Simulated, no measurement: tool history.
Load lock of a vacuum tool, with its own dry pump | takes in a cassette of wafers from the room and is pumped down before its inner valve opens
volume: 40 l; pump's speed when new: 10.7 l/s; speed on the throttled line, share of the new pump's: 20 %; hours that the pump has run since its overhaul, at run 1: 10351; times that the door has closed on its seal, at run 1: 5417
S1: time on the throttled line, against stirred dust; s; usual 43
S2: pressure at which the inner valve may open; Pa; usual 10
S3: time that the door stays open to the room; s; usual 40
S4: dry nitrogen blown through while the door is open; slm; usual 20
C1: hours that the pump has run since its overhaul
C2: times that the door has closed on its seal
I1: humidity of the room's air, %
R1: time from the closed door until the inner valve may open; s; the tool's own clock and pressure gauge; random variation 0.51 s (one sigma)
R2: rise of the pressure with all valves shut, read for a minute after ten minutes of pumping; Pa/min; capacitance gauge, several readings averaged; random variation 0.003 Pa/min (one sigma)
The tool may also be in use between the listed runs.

| run | hour | S1 | S2 | S3 | S4 | C1 | C2 | I1 | R1 | R2 |
|---|---|---|---|---|---|---|---|---|---|---|
| 1 | 0.0 | 43 | 10 | 40 | 20 | 10351 | 5417 | 45.7 | 72.3 | 0.028 |
| 2 | 120.3 | 43 | 10 | 40 | 20 | 10471 | 5664 | 44.8 | 72.4 | 0.028 |
| 3 | 234.0 | 43 | 10 | 125 | 20 | 10585 | 5898 | 45.3 | 72.6 | 0.058 |
| 4 | 340.4 | 43 | 10 | 125 | 20 | 10691 | 6116 | 44.7 | 71.8 | 0.058 |
| 5 | 462.0 | 43 | 10 | 40 | 20 | 10813 | 6366 | 46.9 | 72.7 | 0.027 |
| 6 | 564.4 | 40 | 10 | 40 | 20 | 10915 | 6576 | 46.7 | 69.8 | 0.033 |
| 7 | 720.2 | 40 | 10 | 40 | 20 | 11071 | 6896 | 42.5 | 70.2 | 0.028 |
| 8 | 814.4 | 40 | 10 | 40 | 20 | 11165 | 7089 | 45.5 | 70.6 | 0.031 |
| 9 | 986.9 | 35 | 10 | 40 | 20 | 11337 | 7443 | 43.1 | 66.0 | 0.033 |
| 10 | 1164.6 | 43 | 10 | 40 | 20 | 11515 | 7808 | 44.5 | 72.4 | 0.028 |
| 11 | 1374.4 | 43 | 10 | 40 | 17 | 11725 | 8239 | 46.3 | 73.0 | 0.031 |
| 12 | 1595.6 | 43 | 10 | 40 | 17 | 11946 | 8693 | 44.0 | 72.5 | 0.038 |
| 13 | 1751.1 | 43 | 10 | 40 | 17 | 12102 | 9012 | 46.8 | 72.6 | 0.035 |
| 14 | 1851.7 | 43 | 10 | 40 | 17 | 12202 | 9219 | 41.8 | 72.4 | 0.032 |
| 15 | 2032.9 | 59 | 10 | 40 | 20 | 12383 | 9591 | 44.0 | 84.7 | 0.036 |
| 16 | 2182.6 | 59 | 10 | 40 | 20 | 12533 | 9898 | 44.9 | 84.2 | 0.036 |
| 17 | 2393.7 | 59 | 10 | 40 | 20 | 12744 | 10332 | 40.3 | 85.2 | 0.035 |
| 18 | 2562.6 | 59 | 10 | 40 | 20 | 12913 | 10678 | 45.3 | 85.3 | 0.039 |
| 19 | 2692.3 | 24 | 10 | 40 | 20 | 13043 | 10945 | 44.3 | 57.2 | 0.036 |
| 20 | 2861.1 | 43 | 10 | 40 | 34 | 13212 | 11291 | 44.9 | 72.7 | 0.037 |
| 21 | 3067.0 | 43 | 7 | 40 | 5 | 13418 | 11714 | 44.8 | 74.1 | 0.050 |
| 22 | 3249.8 | 48 | 18 | 230 | 22 | 13600 | 12089 | 41.1 | 74.2 | 0.084 |
| 23 | 3409.4 | 25 | 8 | 148 | 16 | 13760 | 12417 | 46.1 | 60.9 | 0.078 |
| 24 | 3525.7 | 25 | 8 | 148 | 16 | 13876 | 12656 | 44.0 | 60.4 | 0.079 |
| 25 | 3676.3 | 25 | 8 | 148 | 16 | 14027 | 12965 | 46.3 | 61.3 | 0.086 |
| 26 | 3807.1 | 25 | 8 | 148 | 16 | 14158 | 13234 | 45.9 | 60.2 | 0.083 |
| 27 | 3937.6 | 25 | 8 | 38 | 13 | 14288 | 13502 | 45.4 | 60.6 | 0.049 |
| 28 | 4080.6 | 49 | 20 | 45 | 11 | 14431 | 13795 | 46.2 | 73.5 | 0.051 |
| 29 | 4253.8 | 49 | 20 | 45 | 11 | 14604 | 14151 | 45.0 | 75.0 | 0.050 |
|  | 4329.4 | dry pump taken out, an overhauled one fitted |
| 30 | 4366.1 | 49 | 20 | 45 | 11 | 37 | 14369 | 42.9 | 71.4 | 0.049 |
| 31 | 4473.9 | 49 | 20 | 45 | 11 | 145 | 14590 | 45.3 | 71.4 | 0.050 |
| 32 | 4666.9 | 33 | 10 | 46 | 20 | 338 | 14987 | 44.0 | 61.2 | 0.048 |
| 33 | 4809.3 | 33 | 10 | 46 | 20 | 480 | 15279 | 46.6 | 62.7 | 0.054 |
| 34 | 5021.8 | 33 | 10 | 117 | 20 | 692 | 15715 | 43.7 | 62.1 | 0.070 |
| 35 | 5176.5 | 33 | 16 | 124 | 34 | 847 | 16033 | 41.9 | 59.2 | 0.055 |
| 36 | 5265.5 | 33 | 16 | 124 | 34 | 936 | 16216 | 47.6 | 60.4 | 0.067 |
| 37 | 5439.4 | 25 | 8 | 69 | 10 | 1110 | 16573 | 45.8 | 56.0 | 0.068 |

Hidden state at the last listed run before each entry between runs and at the first one after, where it differs:
Between runs 29 and 30: dry pump taken out, an overhauled one fitted (hour 4329.4)
  pump's speed, % of a new pump's: 86.2 -> 99; leak at the door's seal, Pa l/s: 0.0148 -> 0.0151
  measured less the result without the state, R1: +3.6 -> +0.3 s; R2: +0.020 -> +0.020 Pa/min

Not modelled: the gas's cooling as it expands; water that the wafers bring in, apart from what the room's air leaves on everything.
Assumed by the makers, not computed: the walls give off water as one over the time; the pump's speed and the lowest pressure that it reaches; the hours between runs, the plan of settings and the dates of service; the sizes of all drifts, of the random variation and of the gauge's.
